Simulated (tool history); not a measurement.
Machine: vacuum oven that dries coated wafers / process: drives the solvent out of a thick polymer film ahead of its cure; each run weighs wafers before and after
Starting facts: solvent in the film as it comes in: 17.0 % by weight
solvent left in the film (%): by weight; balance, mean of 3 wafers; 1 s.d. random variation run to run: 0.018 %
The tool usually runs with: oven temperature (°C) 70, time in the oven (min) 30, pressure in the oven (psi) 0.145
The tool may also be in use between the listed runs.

{"run": 1, "hour": 0.0, "oven temperature (°C)": 70, "time in the oven (min)": 30, "pressure in the oven (psi)": 0.145, "solvent left in the film (%)": 1.39}
{"run": 2, "hour": 45.7, "oven temperature (°C)": 70, "time in the oven (min)": 30, "pressure in the oven (psi)": 0.145, "solvent left in the film (%)": 1.35}
{"run": 3, "hour": 96.6, "oven temperature (°C)": 70, "time in the oven (min)": 30, "pressure in the oven (psi)": 0.145, "solvent left in the film (%)": 1.35}
{"run": 4, "hour": 170.5, "oven temperature (°C)": 70, "time in the oven (min)": 30, "pressure in the oven (psi)": 0.145, "solvent left in the film (%)": 1.36}
{"run": 5, "hour": 223.4, "oven temperature (°C)": 70, "time in the oven (min)": 43, "pressure in the oven (psi)": 0.145, "solvent left in the film (%)": 0.71}
{"run": 6, "hour": 291.3, "oven temperature (°C)": 70, "time in the oven (min)": 43, "pressure in the oven (psi)": 0.145, "solvent left in the film (%)": 0.73}
{"run": 7, "hour": 369.3, "oven temperature (°C)": 70, "time in the oven (min)": 43, "pressure in the oven (psi)": 0.145, "solvent left in the film (%)": 0.7}
{"run": 8, "hour": 451.0, "oven temperature (°C)": 70, "time in the oven (min)": 43, "pressure in the oven (psi)": 0.145, "solvent left in the film (%)": 0.68}
{"run": 9, "hour": 517.8, "oven temperature (°C)": 70, "time in the oven (min)": 30, "pressure in the oven (psi)": 0.145, "solvent left in the film (%)": 1.27}
{"run": 10, "hour": 571.7, "oven temperature (°C)": 70, "time in the oven (min)": 30, "pressure in the oven (psi)": 0.145, "solvent left in the film (%)": 1.31}
{"run": 11, "hour": 612.7, "oven temperature (°C)": 70, "time in the oven (min)": 30, "pressure in the oven (psi)": 0.145, "solvent left in the film (%)": 1.34}
{"run": 12, "hour": 690.0, "oven temperature (°C)": 70, "time in the oven (min)": 30, "pressure in the oven (psi)": 0.145, "solvent left in the film (%)": 1.26}
{"run": 13, "hour": 760.8, "oven temperature (°C)": 70, "time in the oven (min)": 30, "pressure in the oven (psi)": 0.145, "solvent left in the film (%)": 1.32}
{"run": 14, "hour": 827.1, "oven temperature (°C)": 70, "time in the oven (min)": 19, "pressure in the oven (psi)": 0.145, "solvent left in the film (%)": 2.79}
{"run": 15, "hour": 906.3, "oven temperature (°C)": 70, "time in the oven (min)": 19, "pressure in the oven (psi)": 0.145, "solvent left in the film (%)": 2.75}
{"run": 16, "hour": 965.6, "oven temperature (°C)": 70, "time in the oven (min)": 19, "pressure in the oven (psi)": 0.145, "solvent left in the film (%)": 2.75}
{"run": 17, "hour": 1043.9, "oven temperature (°C)": 70, "time in the oven (min)": 19, "pressure in the oven (psi)": 0.145, "solvent left in the film (%)": 2.77}
{"run": 18, "hour": 1116.4, "oven temperature (°C)": 70, "time in the oven (min)": 30, "pressure in the oven (psi)": 0.175, "solvent left in the film (%)": 1.34}
{"run": 19, "hour": 1178.2, "oven temperature (°C)": 70, "time in the oven (min)": 17, "pressure in the oven (psi)": 0.145, "solvent left in the film (%)": 3.18}
{"run": 20, "hour": 1217.2, "oven temperature (°C)": 70, "time in the oven (min)": 17, "pressure in the oven (psi)": 0.145, "solvent left in the film (%)": 3.17}
{"run": 21, "hour": 1299.4, "oven temperature (°C)": 70, "time in the oven (min)": 17, "pressure in the oven (psi)": 0.145, "solvent left in the film (%)": 3.13}
{"run": 22, "hour": 1336.7, "oven temperature (°C)": 70, "time in the oven (min)": 17, "pressure in the oven (psi)": 0.145, "solvent left in the film (%)": 3.16}
{"run": 23, "hour": 1384.1, "oven temperature (°C)": 70, "time in the oven (min)": 35, "pressure in the oven (psi)": 0.145, "solvent left in the film (%)": 0.93}
{"run": 24, "hour": 1466.1, "oven temperature (°C)": 70, "time in the oven (min)": 35, "pressure in the oven (psi)": 0.145, "solvent left in the film (%)": 0.92}
{"run": 25, "hour": 1526.8, "oven temperature (°C)": 70, "time in the oven (min)": 30, "pressure in the oven (psi)": 0.133, "solvent left in the film (%)": 1.2}
{"run": 26, "hour": 1593.7, "oven temperature (°C)": 72, "time in the oven (min)": 51, "pressure in the oven (psi)": 0.232, "solvent left in the film (%)": 0.74}
{"run": 27, "hour": 1638.9, "oven temperature (°C)": 75, "time in the oven (min)": 51, "pressure in the oven (psi)": 0.139, "solvent left in the film (%)": 0.4}
{"run": 28, "hour": 1697.7, "oven temperature (°C)": 75, "time in the oven (min)": 51, "pressure in the oven (psi)": 0.489, "solvent left in the film (%)": 1.09}
{"run": 29, "hour": 1739.5, "oven temperature (°C)": 75, "time in the oven (min)": 51, "pressure in the oven (psi)": 0.489, "solvent left in the film (%)": 1.12}
{"run": 30, "hour": 1795.2, "oven temperature (°C)": 68, "time in the oven (min)": 19, "pressure in the oven (psi)": 0.312, "solvent left in the film (%)": 4.47}
{"run": 31, "hour": 1859.6, "oven temperature (°C)": 63, "time in the oven (min)": 17, "pressure in the oven (psi)": 0.145, "solvent left in the film (%)": 6.89}
{"run": 32, "hour": 1902.4, "oven temperature (°C)": 75, "time in the oven (min)": 41, "pressure in the oven (psi)": 0.09, "solvent left in the film (%)": 0.37}
{"run": 33, "hour": 1979.0, "oven temperature (°C)": 60, "time in the oven (min)": 30, "pressure in the oven (psi)": 0.319, "solvent left in the film (%)": 5.94}
{"run": 34, "hour": 2052.1, "oven temperature (°C)": 67, "time in the oven (min)": 21, "pressure in the oven (psi)": 0.145, "solvent left in the film (%)": 4.06}
{"run": 35, "hour": 2109.7, "oven temperature (°C)": 67, "time in the oven (min)": 41, "pressure in the oven (psi)": 0.145, "solvent left in the film (%)": 1.54}
{"run": 36, "hour": 2154.0, "oven temperature (°C)": 73, "time in the oven (min)": 41, "pressure in the oven (psi)": 0.184, "solvent left in the film (%)": 0.66}
{"run": 37, "hour": 2210.8, "oven temperature (°C)": 58, "time in the oven (min)": 20, "pressure in the oven (psi)": 0.261, "solvent left in the film (%)": 8.44}
{"run": 38, "hour": 2268.3, "oven temperature (°C)": 60, "time in the oven (min)": 30, "pressure in the oven (psi)": 0.145, "solvent left in the film (%)": 5.35}
{"run": 39, "hour": 2343.4, "oven temperature (°C)": 59, "time in the oven (min)": 30, "pressure in the oven (psi)": 0.39, "solvent left in the film (%)": 6.47}
{"run": 40, "hour": 2398.5, "oven temperature (°C)": 58, "time in the oven (min)": 39, "pressure in the oven (psi)": 0.078, "solvent left in the film (%)": 4.83}
{"run": 41, "hour": 2456.0, "oven temperature (°C)": 71, "time in the oven (min)": 47, "pressure in the oven (psi)": 0.145, "solvent left in the film (%)": 0.63}
{"run": 42, "hour": 2544.3, "oven temperature (°C)": 71, "time in the oven (min)": 47, "pressure in the oven (psi)": 0.145, "solvent left in the film (%)": 0.62}
{"run": 43, "hour": 2595.4, "oven temperature (°C)": 78, "time in the oven (min)": 18, "pressure in the oven (psi)": 0.209, "solvent left in the film (%)": 1.19}
{"run": 44, "hour": 2632.7, "oven temperature (°C)": 64, "time in the oven (min)": 18, "pressure in the oven (psi)": 0.145, "solvent left in the film (%)": 5.98}
{"run": 45, "hour": 2704.4, "oven temperature (°C)": 70, "time in the oven (min)": 37, "pressure in the oven (psi)": 0.145, "solvent left in the film (%)": 1.09}
{"run": 46, "hour": 2758.5, "oven temperature (°C)": 70, "time in the oven (min)": 37, "pressure in the oven (psi)": 0.145, "solvent left in the film (%)": 1.06}
{"run": 47, "hour": 2813.6, "oven temperature (°C)": 81, "time in the oven (min)": 53, "pressure in the oven (psi)": 0.284, "solvent left in the film (%)": 0.52}

Taken out of this log: 1 entry between the listed runs. Where each belongs, and how the hidden state differs across it:
From run 25 to run 26: oven's thermocouples calibrated (hour 1588.6)
  true wafer temperature over the reading, C: 1.48 -> -0.54; true pressure over the reading, kPa: 0.311 -> 0.316
  the result without the hidden state subtracted from the measured one, solvent left in the film (%): -0.23 -> +0.13
